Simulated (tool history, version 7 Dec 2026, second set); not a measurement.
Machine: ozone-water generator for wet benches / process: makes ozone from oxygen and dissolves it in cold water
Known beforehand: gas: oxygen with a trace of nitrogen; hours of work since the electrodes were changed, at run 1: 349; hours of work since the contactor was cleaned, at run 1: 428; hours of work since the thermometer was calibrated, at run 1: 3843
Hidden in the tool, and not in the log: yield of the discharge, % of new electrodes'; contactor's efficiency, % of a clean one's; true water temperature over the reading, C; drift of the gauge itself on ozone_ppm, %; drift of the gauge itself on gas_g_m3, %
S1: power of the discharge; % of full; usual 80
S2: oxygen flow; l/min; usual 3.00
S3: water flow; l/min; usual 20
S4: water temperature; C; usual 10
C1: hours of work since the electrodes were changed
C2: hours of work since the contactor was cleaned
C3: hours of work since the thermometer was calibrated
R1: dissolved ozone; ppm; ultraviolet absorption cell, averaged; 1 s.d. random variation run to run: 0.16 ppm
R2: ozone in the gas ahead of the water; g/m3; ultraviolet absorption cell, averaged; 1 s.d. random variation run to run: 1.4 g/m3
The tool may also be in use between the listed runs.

{"run": 1, "day": 0.0, "S1": 80, "S2": 3.0, "S3": 20, "S4": 10, "C1": 349, "C2": 428, "C3": 3843, "R1": 21.4, "R2": 255.0}
{"run": 2, "day": 1.029, "S1": 80, "S2": 3.0, "S3": 20, "S4": 10, "C1": 364, "C2": 443, "C3": 3858, "R1": 21.2, "R2": 259.6}
{"run": 3, "day": 2.388, "S1": 80, "S2": 3.0, "S3": 20, "S4": 10, "C1": 383, "C2": 463, "C3": 3878, "R1": 21.4, "R2": 257.6}
{"run": 4, "day": 3.308, "S1": 80, "S2": 3.0, "S3": 20, "S4": 10, "C1": 397, "C2": 476, "C3": 3892, "R1": 21.3, "R2": 256.5}
{"run": 5, "day": 4.838, "S1": 80, "S2": 3.0, "S3": 20, "S4": 10, "C1": 419, "C2": 499, "C3": 3914, "R1": 21.2, "R2": 258.9}
{"run": 6, "day": 5.708, "S1": 80, "S2": 3.0, "S3": 20, "S4": 10, "C1": 432, "C2": 511, "C3": 3927, "R1": 21.1, "R2": 259.1}
{"run": 7, "day": 6.938, "S1": 80, "S2": 3.0, "S3": 20, "S4": 11, "C1": 450, "C2": 529, "C3": 3945, "R1": 21.5, "R2": 256.2}
{"run": 8, "day": 7.679, "S1": 80, "S2": 3.0, "S3": 20, "S4": 11, "C1": 461, "C2": 540, "C3": 3955, "R1": 21.1, "R2": 256.8}
{"run": 9, "day": 8.712, "S1": 80, "S2": 3.0, "S3": 20, "S4": 11, "C1": 476, "C2": 555, "C3": 3971, "R1": 21.1, "R2": 257.2}
{"run": 10, "day": 9.558, "S1": 80, "S2": 3.0, "S3": 20, "S4": 11, "C1": 488, "C2": 567, "C3": 3983, "R1": 21.2, "R2": 256.7}
{"run": 11, "day": 10.317, "S1": 64, "S2": 3.0, "S3": 20, "S4": 10, "C1": 499, "C2": 579, "C3": 3994, "R1": 17.8, "R2": 211.4}
{"run": 12, "day": 11.533, "S1": 64, "S2": 3.0, "S3": 20, "S4": 10, "C1": 517, "C2": 596, "C3": 4012, "R1": 17.7, "R2": 213.2}
{"run": 13, "day": 12.346, "S1": 49, "S2": 3.0, "S3": 20, "S4": 10, "C1": 529, "C2": 608, "C3": 4024, "R1": 14.0, "R2": 171.5}
{"run": 14, "day": 13.854, "S1": 49, "S2": 3.0, "S3": 20, "S4": 10, "C1": 551, "C2": 630, "C3": 4046, "R1": 14.0, "R2": 168.4}
{"run": 15, "day": 14.954, "S1": 49, "S2": 3.0, "S3": 20, "S4": 10, "C1": 567, "C2": 646, "C3": 4062, "R1": 14.0, "R2": 167.7}
{"day": 15.1, "done": "water thermometer calibrated"}
{"run": 16, "day": 15.721, "S1": 49, "S2": 3.0, "S3": 20, "S4": 10, "C1": 578, "C2": 657, "C3": 9, "R1": 14.1, "R2": 169.7}
{"run": 17, "day": 16.642, "S1": 49, "S2": 3.0, "S3": 20, "S4": 7, "C1": 591, "C2": 670, "C3": 22, "R1": 14.5, "R2": 170.0}
{"run": 18, "day": 17.338, "S1": 80, "S2": 3.49, "S3": 29, "S4": 10, "C1": 601, "C2": 681, "C3": 33, "R1": 15.6, "R2": 241.2}
{"run": 19, "day": 18.171, "S1": 45, "S2": 1.61, "S3": 17, "S4": 10, "C1": 613, "C2": 693, "C3": 45, "R1": 12.0, "R2": 201.5}
{"run": 20, "day": 19.479, "S1": 45, "S2": 1.61, "S3": 17, "S4": 10, "C1": 632, "C2": 712, "C3": 64, "R1": 12.1, "R2": 202.9}
{"day": 20.1, "done": "water thermometer calibrated, once more"}
{"run": 21, "day": 20.175, "S1": 73, "S2": 4.45, "S3": 24, "S4": 15, "C1": 642, "C2": 722, "C3": 1, "R1": 17.7, "R2": 204.2}
{"run": 22, "day": 21.692, "S1": 73, "S2": 2.36, "S3": 24, "S4": 15, "C1": 664, "C2": 744, "C3": 23, "R1": 14.2, "R2": 259.5}
{"run": 23, "day": 22.683, "S1": 69, "S2": 2.17, "S3": 18, "S4": 17, "C1": 679, "C2": 758, "C3": 38, "R1": 17.3, "R2": 255.8}
{"run": 24, "day": 23.979, "S1": 69, "S2": 2.17, "S3": 18, "S4": 17, "C1": 698, "C2": 777, "C3": 57, "R1": 17.4, "R2": 256.6}
{"run": 25, "day": 25.188, "S1": 69, "S2": 2.13, "S3": 27, "S4": 14, "C1": 715, "C2": 795, "C3": 74, "R1": 11.7, "R2": 258.4}
{"run": 26, "day": 26.65, "S1": 75, "S2": 3.0, "S3": 20, "S4": 5, "C1": 737, "C2": 816, "C3": 96, "R1": 21.0, "R2": 241.7}
{"run": 27, "day": 27.333, "S1": 61, "S2": 3.0, "S3": 20, "S4": 8, "C1": 747, "C2": 826, "C3": 106, "R1": 17.2, "R2": 201.3}
{"run": 28, "day": 28.462, "S1": 61, "S2": 3.0, "S3": 20, "S4": 8, "C1": 763, "C2": 843, "C3": 122, "R1": 17.1, "R2": 203.9}
{"run": 29, "day": 29.538, "S1": 61, "S2": 3.2, "S3": 14, "S4": 8, "C1": 779, "C2": 858, "C3": 138, "R1": 24.0, "R2": 197.0}
{"run": 30, "day": 31.046, "S1": 61, "S2": 5.35, "S3": 14, "S4": 8, "C1": 801, "C2": 880, "C3": 160, "R1": 26.7, "R2": 161.9}
{"run": 31, "day": 32.325, "S1": 61, "S2": 5.35, "S3": 14, "S4": 8, "C1": 819, "C2": 899, "C3": 178, "R1": 27.0, "R2": 162.1}
{"run": 32, "day": 33.038, "S1": 81, "S2": 5.35, "S3": 22, "S4": 8, "C1": 830, "C2": 909, "C3": 189, "R1": 24.0, "R2": 205.0}
{"run": 33, "day": 33.758, "S1": 81, "S2": 5.35, "S3": 22, "S4": 8, "C1": 840, "C2": 920, "C3": 199, "R1": 23.8, "R2": 204.9}

3 ways to go on from here, each from the tool as it stands after run 33. What would each give?
{"run": "A", "day": 34.404, "S1": 71, "S2": 2.62, "S3": 22, "S4": 10, "C1": 850, "C2": 929, "C3": 209, "R1": "?", "R2": "?"}
{"run": "B", "day": 34.404, "S1": 80, "S2": 2.02, "S3": 20, "S4": 16, "C1": 850, "C2": 929, "C3": 209, "R1": "?", "R2": "?"}
{"run": "C", "day": 34.404, "S1": 80, "S2": 3.94, "S3": 25, "S4": 13, "C1": 850, "C2": 929, "C3": 209, "R1": "?", "R2": "?"}

run=A R1=16.2 R2=241.6
run=B R1=17.4 R2=297.1
run=C R1=18.1 R2=229.2
Take away the tool's hidden state, keep each run's random variation, and the runs would have read:
run=A R1=16.7 R2=246.5
run=B R1=17.9 R2=303.9
run=C R1=18.6 R2=234.4
